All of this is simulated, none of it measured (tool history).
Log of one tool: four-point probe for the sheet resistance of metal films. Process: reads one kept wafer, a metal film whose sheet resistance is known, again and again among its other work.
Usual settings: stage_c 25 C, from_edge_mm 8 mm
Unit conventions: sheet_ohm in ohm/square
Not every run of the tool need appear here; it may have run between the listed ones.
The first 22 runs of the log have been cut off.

run	hour	stage_c	from_edge_mm	sheet_ohm
23	251.1	25	8	25.629423
24	266.5	23	43	25.518493
25	282.1	23	43	25.519972
26	295.1	23	43	25.508950
27	303.8	23	43	25.514108
# hour 309.8: stage's thermometer calibrated
28	319.8	26	5	25.749850
29	334.1	26	5	25.747679
30	341.7	32	3	26.175794
31	357.0	29	11	25.737790
32	368.0	29	11	25.740931
33	379.7	19	13	25.404425
34	393.7	22	18	25.493433
35	408.8	30	3	26.122587
36	422.9	30	3	26.108036
37	432.7	26	9	25.661255
38	446.1	26	9	25.659925
39	462.0	26	9	25.647365
40	478.3	19	32	25.385727
41	484.9	35	8	25.947372
42	499.2	19	8	25.438737
43	506.3	23	20	25.520290
44	519.3	25	66	25.574277

Forecast each of these 3 alternatives for the next run:
A	530.6	30	18	?
B	530.6	22	35	?
C	530.6	25	28	?

run	sheet_ohm
A	25.751886
B	25.483913
C	25.586153
Without the tool's hidden state the same runs would have given:
run	sheet_ohm
A	25.750811
B	25.482847
C	25.585084

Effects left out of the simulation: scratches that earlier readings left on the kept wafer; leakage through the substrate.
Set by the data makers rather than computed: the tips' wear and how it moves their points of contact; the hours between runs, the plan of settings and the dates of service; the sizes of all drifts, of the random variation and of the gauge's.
